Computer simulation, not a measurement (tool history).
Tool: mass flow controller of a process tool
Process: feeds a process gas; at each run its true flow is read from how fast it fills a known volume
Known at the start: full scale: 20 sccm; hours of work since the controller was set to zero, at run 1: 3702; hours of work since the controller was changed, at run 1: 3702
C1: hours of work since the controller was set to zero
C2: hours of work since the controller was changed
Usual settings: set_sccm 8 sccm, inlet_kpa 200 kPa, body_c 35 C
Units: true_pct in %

run 1 hour=0 | set_sccm=8 inlet_kpa=200 body_c=35 | C1=3702 C2=3702 | true_pct=99.98
run 2 hour=470.3 | set_sccm=8 inlet_kpa=200 body_c=35 | C1=3892 C2=3892 | true_pct=100.2
run 3 hour=789.5 | set_sccm=8 inlet_kpa=200 body_c=35 | C1=4021 C2=4021 | true_pct=100.06
run 4 hour=1215.8 | set_sccm=8 inlet_kpa=200 body_c=28 | C1=4194 C2=4194 | true_pct=99.29
run 5 hour=1585.7 | set_sccm=8 inlet_kpa=200 body_c=28 | C1=4343 C2=4343 | true_pct=99.28
run 6 hour=1855.3 | set_sccm=8 inlet_kpa=200 body_c=28 | C1=4452 C2=4452 | true_pct=99.32
run 7 hour=2126.9 | set_sccm=8 inlet_kpa=200 body_c=36 | C1=4562 C2=4562 | true_pct=100.23
run 8 hour=2569.8 | set_sccm=8 inlet_kpa=192 body_c=35 | C1=4741 C2=4741 | true_pct=100.32
run 9 hour=3063.5 | set_sccm=8 inlet_kpa=192 body_c=35 | C1=4940 C2=4940 | true_pct=100.2
run 10 hour=3387.7 | set_sccm=8 inlet_kpa=192 body_c=35 | C1=5071 C2=5071 | true_pct=100.26
run 11 hour=3712 | set_sccm=8 inlet_kpa=192 body_c=35 | C1=5202 C2=5202 | true_pct=100.02
run 12 hour=3985.1 | set_sccm=8 inlet_kpa=192 body_c=35 | C1=5312 C2=5312 | true_pct=100.26
run 13 hour=4294.3 | set_sccm=5 inlet_kpa=145 body_c=34 | C1=5437 C2=5437 | true_pct=100.81
run 14 hour=4804.2 | set_sccm=5 inlet_kpa=227 body_c=27 | C1=5643 C2=5643 | true_pct=99.43
run 15 hour=5296.7 | set_sccm=3 inlet_kpa=199 body_c=31 | C1=5842 C2=5842 | true_pct=101.3
run 16 hour=5806.4 | set_sccm=2 inlet_kpa=183 body_c=28 | C1=6048 C2=6048 | true_pct=103.09
run 17 hour=6281.9 | set_sccm=5 inlet_kpa=259 body_c=25 | C1=6240 C2=6240 | true_pct=99.12
run 18 hour=6719.3 | set_sccm=8 inlet_kpa=170 body_c=28 | C1=6417 C2=6417 | true_pct=99.52
run 19 hour=6983 | set_sccm=8 inlet_kpa=170 body_c=28 | C1=6524 C2=6524 | true_pct=99.55
run 20 hour=7290.2 | set_sccm=3 inlet_kpa=238 body_c=35 | C1=6648 C2=6648 | true_pct=101.83
run 21 hour=7776.7 | set_sccm=11 inlet_kpa=145 body_c=36 | C1=6844 C2=6844 | true_pct=100.59
run 22 hour=8201.8 | set_sccm=11 inlet_kpa=145 body_c=36 | C1=7016 C2=7016 | true_pct=100.68

Forecast each of these 3 alternatives for the next run:
run A hour=8601.8 | set_sccm=11 inlet_kpa=218 body_c=34 | C1=7178 C2=7178 | true_pct=?
run B hour=8601.8 | set_sccm=14 inlet_kpa=255 body_c=36 | C1=7178 C2=7178 | true_pct=?
run C hour=8601.8 | set_sccm=15 inlet_kpa=255 body_c=35 | C1=7178 C2=7178 | true_pct=?

run=A true_pct=99.9
run=B true_pct=99.98
run=C true_pct=99.95
Without the tool's hidden state the same runs would have given:
run=A true_pct=99.87
run=B true_pct=100.21
run=C true_pct=100.25
